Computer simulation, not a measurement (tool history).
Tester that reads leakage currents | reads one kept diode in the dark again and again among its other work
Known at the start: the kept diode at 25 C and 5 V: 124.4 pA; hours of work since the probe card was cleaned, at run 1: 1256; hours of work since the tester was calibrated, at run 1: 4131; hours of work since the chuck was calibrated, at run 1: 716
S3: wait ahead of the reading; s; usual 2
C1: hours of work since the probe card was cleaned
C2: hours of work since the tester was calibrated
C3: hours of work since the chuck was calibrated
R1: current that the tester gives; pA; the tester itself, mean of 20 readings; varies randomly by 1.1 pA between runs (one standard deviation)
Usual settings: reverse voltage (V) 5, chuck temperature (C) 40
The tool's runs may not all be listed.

Run 1, hour 0: usual settings; C1 1256; C2 4131; C3 716. Result: R1 356.28 pA.
At hour 29: probe card cleaned and baked.
Run 2, hour 103.6: usual settings; C1 56; C2 4206; C3 791. Result: R1 352.47 pA.
Run 3, hour 215.9: usual settings; C1 139; C2 4290; C3 874. Result: R1 350.2 pA.
Run 4, hour 386.4: usual settings but chuck temperature (C) 47; C1 266; C2 4417; C3 1001. Result: R1 556.74 pA.
Run 5, hour 582.2: usual settings but chuck temperature (C) 47; C1 412; C2 4563; C3 1147. Result: R1 557.48 pA.
Run 6, hour 698.1: usual settings but chuck temperature (C) 26; C1 499; C2 4649; C3 1234. Result: R1 129.83 pA.
Run 7, hour 789: usual settings but S3 1.05 s; C1 567; C2 4717; C3 1301. Result: R1 349.98 pA.
Run 8, hour 927.6: usual settings but S3 1.05 s; C1 670; C2 4820; C3 1405. Result: R1 349.66 pA.
Run 9, hour 1036.6: usual settings but S3 1.05 s; C1 751; C2 4901; C3 1486. Result: R1 346.57 pA.
Run 10, hour 1168.6: usual settings but S3 1.05 s; C1 849; C2 5000; C3 1584. Result: R1 347.52 pA.
At hour 1190.9: tester calibrated.
Run 11, hour 1316.1: usual settings but S3 1.05 s; C1 958; C2 93; C3 1693. Result: R1 344.54 pA.
Run 12, hour 1441.2: usual settings but chuck temperature (C) 27; C1 1051; C2 187; C3 1786. Result: R1 139.87 pA.
Run 13, hour 1638.7: usual settings but chuck temperature (C) 27; C1 1198; C2 334; C3 1933. Result: R1 139.67 pA.
At hour 1735.8: probe card cleaned and baked.
Run 14, hour 1737.2: usual settings but reverse voltage (V) 17.92, chuck temperature (C) 44, S3 7.61 s; C1 1; C2 405; C3 2004. Result: R1 694.14 pA.
At hour 1792.9: chuck's temperature calibrated.
Run 15, hour 1934.1: usual settings but S3 5.81 s; C1 146; C2 550; C3 105. Result: R1 363.06 pA.
Run 16, hour 2030.9: usual settings but S3 5.81 s; C1 218; C2 622; C3 177. Result: R1 362.16 pA.
Run 17, hour 2231: usual settings but reverse voltage (V) 1.68, chuck temperature (C) 50; C1 368; C2 772; C3 327. Result: R1 475.28 pA.
Run 18, hour 2429.5: usual settings but reverse voltage (V) 4.5, chuck temperature (C) 38, S3 4.29 s; C1 516; C2 919; C3 475. Result: R1 302.04 pA.
Run 19, hour 2561.1: usual settings but reverse voltage (V) 4.5, chuck temperature (C) 38, S3 4.29 s; C1 614; C2 1018; C3 573. Result: R1 301.25 pA.
Run 20, hour 2695: usual settings but reverse voltage (V) 4.5, chuck temperature (C) 38, S3 4.29 s; C1 713; C2 1117; C3 672. Result: R1 301.93 pA.
Run 21, hour 2890.7: usual settings but reverse voltage (V) 4.5, chuck temperature (C) 38, S3 4.29 s; C1 859; C2 1263; C3 818. Result: R1 300.84 pA.
Run 22, hour 3060.3: usual settings but reverse voltage (V) 2.79, chuck temperature (C) 53, S3 0.58 s; C1 986; C2 1390; C3 945. Result: R1 674.52 pA.
Run 23, hour 3241.6: usual settings but reverse voltage (V) 8.48, chuck temperature (C) 43, S3 4.25 s; C1 1121; C2 1525; C3 1080. Result: R1 522.78 pA.

Some steps in R1, run to run, broken into two amounts with sign: the step expected even without the hidden condition (settings, incoming material, random variation), and the rest, left for the hidden condition together with whatever gauge scatter is not in both the measured and the hidden-condition-free result:
What the log doesn't record here: stray current of the dirty probe card, pA a volt; current scale over the true one, %; true chuck temperature over the reading, C; drift of the gauge itself on leakage_pa, %.
Run 5 -> 6: chuck temperature (C) 47 -> 26. R1 -427.65 pA: hidden state +18.92, all else -446.57.
Run 13 -> 14: reverse voltage (V) 5 -> 17.92, chuck temperature (C) 27 -> 44, S3 2 -> 7.61, probe card cleaned and baked. R1 +554.47 pA: hidden state -49.41, all else +603.88.
Run 14 -> 15: reverse voltage (V) 17.92 -> 5, chuck temperature (C) 44 -> 40, S3 7.61 -> 5.81, chuck's temperature calibrated. R1 -331.08 pA: hidden state +53.49, all else -384.57.
